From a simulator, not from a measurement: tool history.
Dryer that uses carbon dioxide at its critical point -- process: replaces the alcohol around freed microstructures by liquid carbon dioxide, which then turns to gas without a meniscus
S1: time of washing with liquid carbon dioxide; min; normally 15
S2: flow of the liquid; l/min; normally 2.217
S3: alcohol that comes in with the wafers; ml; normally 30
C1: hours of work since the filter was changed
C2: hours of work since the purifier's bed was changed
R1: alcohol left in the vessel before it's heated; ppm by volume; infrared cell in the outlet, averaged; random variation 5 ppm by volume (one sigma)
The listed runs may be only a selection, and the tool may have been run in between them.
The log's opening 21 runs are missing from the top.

| run | hour | S1 | S2 | S3 | C1 | C2 | R1 |
|---|---|---|---|---|---|---|---|
| 22 | 221.5 | 18 | 2.217 | 21 | 406 | 310 | 54 |
| 23 | 232.6 | 21 | 3.35 | 24 | 411 | 315 | 68 |
| 24 | 241.6 | 20 | 2.81 | 80 | 416 | 320 | 51 |
| 25 | 256.6 | 20 | 2.81 | 49 | 423 | 327 | 62 |
| 26 | 263.6 | 20 | 1.82 | 47 | 426 | 330 | 67 |
| 27 | 274.6 | 15 | 1.62 | 30 | 431 | 336 | 122 |
| 28 | 281.5 | 12 | 1.62 | 33 | 435 | 339 | 231 |
| 29 | 293.5 | 12 | 1.62 | 33 | 441 | 345 | 231 |
| 30 | 303.8 | 15 | 2.23 | 45 | 446 | 350 | 71 |
| 31 | 312.7 | 15 | 2.23 | 45 | 450 | 354 | 58 |
| 32 | 322.5 | 15 | 2.217 | 111 | 455 | 359 | 99 |
| 33 | 333.9 | 9 | 2.42 | 40 | 460 | 364 | 183 |
| 34 | 343.1 | 23 | 3.32 | 30 | 464 | 369 | 72 |

Forecast each of these 3 alternatives for the next run:
| A | 358.4 | 23 | 3.32 | 112 | 472 | 376 | ? |
| B | 358.4 | 15 | 3.62 | 79 | 472 | 376 | ? |
| C | 358.4 | 23 | 3.32 | 30 | 472 | 376 | ? |

| run | R1 |
|---|---|
| A | 67 |
| B | 67 |
| C | 61 |
What these runs would have given with no unlogged condition in the tool:
| run | R1 |
|---|---|
| A | 4 |
| B | 4 |
| C | 0 |

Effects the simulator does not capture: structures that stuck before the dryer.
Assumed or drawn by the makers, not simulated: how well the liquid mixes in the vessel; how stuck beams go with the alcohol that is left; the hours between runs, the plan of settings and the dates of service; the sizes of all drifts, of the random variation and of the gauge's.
